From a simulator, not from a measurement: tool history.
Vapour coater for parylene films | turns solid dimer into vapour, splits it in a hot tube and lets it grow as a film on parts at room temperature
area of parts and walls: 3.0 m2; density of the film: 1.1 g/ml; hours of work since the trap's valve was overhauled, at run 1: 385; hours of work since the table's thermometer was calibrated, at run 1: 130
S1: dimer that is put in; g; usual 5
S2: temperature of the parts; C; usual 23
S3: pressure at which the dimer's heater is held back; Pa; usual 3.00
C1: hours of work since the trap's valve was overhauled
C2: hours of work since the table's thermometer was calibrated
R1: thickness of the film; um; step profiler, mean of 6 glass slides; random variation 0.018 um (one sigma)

run   hour  S1  S2     S3   C1   C2    R1
  1    0.0   5  23   3.00  385  130  1.11
  2   14.0   5  27   3.00  395  140  0.95
  3   37.0   5  23   2.42  412  157  1.11
  4   68.0   4  23   3.00  435  180  0.85
  5   87.2   5  23   5.14  449  194  1.00
  6  118.0   5  23   5.14  472  216  0.98
  7  135.3   5  23   9.13  484  229  0.82
  8  155.0   5  23   9.13  499  243  0.85
  9  182.1   6  23   3.00  518  263  1.26
 10  205.5   9  23  11.94  536  280  1.42
 11  229.3   3  15   3.01  553  298  0.84
 12  248.6   3  15   3.01  567  312  0.84
     252.3  -- table's thermometer calibrated
 13  272.4   3  15   3.01  584   15  0.86
 14  293.0   2  31   2.09  599   30  0.32
     323.6  -- trap's valve overhauled
 15  327.8   2  31   2.09    3   52  0.34

Forecast run 16:
 16  356.0   3  23  4.02  24  73   ?

{"run 16": {"R1": 0.64}}
Without the tool's hidden state the same run would have given R1 0.66 um.

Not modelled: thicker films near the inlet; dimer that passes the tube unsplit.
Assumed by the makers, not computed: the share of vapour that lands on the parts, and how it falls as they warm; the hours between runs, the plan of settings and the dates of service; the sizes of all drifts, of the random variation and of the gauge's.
